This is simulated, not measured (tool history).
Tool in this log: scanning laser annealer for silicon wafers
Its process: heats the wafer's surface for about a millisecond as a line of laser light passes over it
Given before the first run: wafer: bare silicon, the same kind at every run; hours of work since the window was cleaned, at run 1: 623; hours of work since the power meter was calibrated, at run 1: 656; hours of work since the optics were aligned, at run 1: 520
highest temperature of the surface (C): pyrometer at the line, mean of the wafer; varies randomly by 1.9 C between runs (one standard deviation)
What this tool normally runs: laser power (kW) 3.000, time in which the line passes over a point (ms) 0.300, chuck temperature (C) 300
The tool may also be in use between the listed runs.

run    hour  laser power (kW)  time in which the line passes over a point (ms)  chuck temperature (C)  hours of work since the window was cleaned  hours of work since the power meter was calibrated  hours of work since the optics were aligned  highest temperature of the surface (C)
  1     0.0             3.000                                            0.300                    300                                         623                                                 656                                          520                                    1032
       27.7  -- window over the wafer cleaned
  2    52.1             3.000                                            0.300                    300                                          13                                                 682                                          547                                    1071
  3    98.5             3.000                                            0.300                    300                                          37                                                 707                                          571                                    1073
  4   147.0             3.000                                            0.300                    300                                          63                                                 732                                          597                                    1068
  5   197.8             3.000                                            0.300                    300                                          90                                                 759                                          624                                    1066
  6   222.5             3.000                                            0.300                    300                                         103                                                 772                                          637                                    1061
  7   268.6             2.832                                            0.300                    300                                         127                                                 797                                          661                                    1008
  8   304.3             2.832                                            0.300                    300                                         146                                                 815                                          680                                    1002
  9   332.9             3.000                                            0.300                    300                                         161                                                 831                                          695                                    1057
 10   356.7             3.000                                            0.300                    287                                         174                                                 843                                          707                                    1040
 11   379.8             3.156                                            0.300                    300                                         186                                                 855                                          720                                    1105
 12   404.6             3.000                                            0.300                    277                                         199                                                 868                                          733                                    1030
 13   429.8             3.000                                            0.300                    300                                         212                                                 882                                          746                                    1056
 14   470.3             3.000                                            0.300                    300                                         234                                                 903                                          767                                    1051
 15   499.9             3.000                                            0.300                    300                                         249                                                 919                                          783                                    1048
 16   536.9             3.000                                            0.300                    300                                         269                                                 938                                          803                                    1047
 17   561.1             3.000                                            0.300                    300                                         281                                                 951                                          815                                    1045
 18   600.3             3.000                                            0.300                    300                                         302                                                 972                                          836                                    1045
 19   650.6             3.000                                            0.300                    300                                         329                                                 998                                          863                                    1045
 20   681.3             3.000                                            0.300                    300                                         345                                                1014                                          879                                    1040
 21   713.5             3.000                                            0.301                    300                                         362                                                1031                                          896                                    1040
 22   758.0             2.834                                            0.369                    300                                         385                                                1055                                          919                                    1054
 23   795.7             2.834                                            0.369                    300                                         405                                                1075                                          939                                    1052
 24   831.4             3.251                                            0.341                    290                                         424                                                1094                                          958                                    1156
 25   874.4             3.251                                            0.341                    290                                         447                                                1116                                          981                                    1155
 26   896.7             2.574                                            0.210                    305                                         459                                                1128                                          992                                     812
 27   920.6             3.005                                            0.300                    300                                         471                                                1141                                         1005                                    1032
 28   968.7             3.000                                            0.219                    289                                         497                                                1166                                         1030                                     921
 29  1018.0             3.000                                            0.219                    289                                         523                                                1192                                         1056                                     916
 30  1048.1             2.719                                            0.314                    300                                         538                                                1208                                         1072                                     952
 31  1094.7             2.719                                            0.314                    300                                         563                                                1233                                         1097                                     947
 32  1138.6             3.010                                            0.273                    306                                         586                                                1256                                         1120                                     998
 33  1182.0             2.590                                            0.314                    306                                         609                                                1279                                         1143                                     909
 34  1210.1             3.250                                            0.363                    318                                         624                                                1293                                         1158                                    1188
 35  1232.8             2.909                                            0.351                    332                                         636                                                1305                                         1170                                    1072
     1239.0  -- window over the wafer cleaned
 36  1256.8             2.909                                            0.314                    312                                           9                                                1317                                         1181                                    1056
 37  1280.3             2.909                                            0.314                    312                                          22                                                1329                                         1194                                    1058
 38  1304.2             3.000                                            0.300                    318                                          34                                                1342                                         1206                                    1076
 39  1352.8             3.000                                            0.300                    318                                          60                                                1368                                         1232                                    1071
 40  1378.9             3.000                                            0.300                    318                                          74                                                1381                                         1246                                    1073
 41  1419.3             3.155                                            0.377                    335                                          95                                                1403                                         1267                                    1229

Consider 3 possible next runs. They are alternatives, not a sequence: every one starts from the tool as it was left by run 41. What does each give?
  A  1460.9             2.821                                            0.227                    300                                         117                                                1425                                         1289                                       ?
  B  1460.9             2.659                                            0.284                    321                                         117                                                1425                                         1289                                       ?
  C  1460.9             2.555                                            0.300                    321                                         117                                                1425                                         1289                                       ?

run  highest temperature of the surface (C)
  A                                     906
  B                                     945
  C                                     930
What these runs would have given with no unlogged condition in the tool:
run  highest temperature of the surface (C)
  A                                     934
  B                                     973
  C                                     957
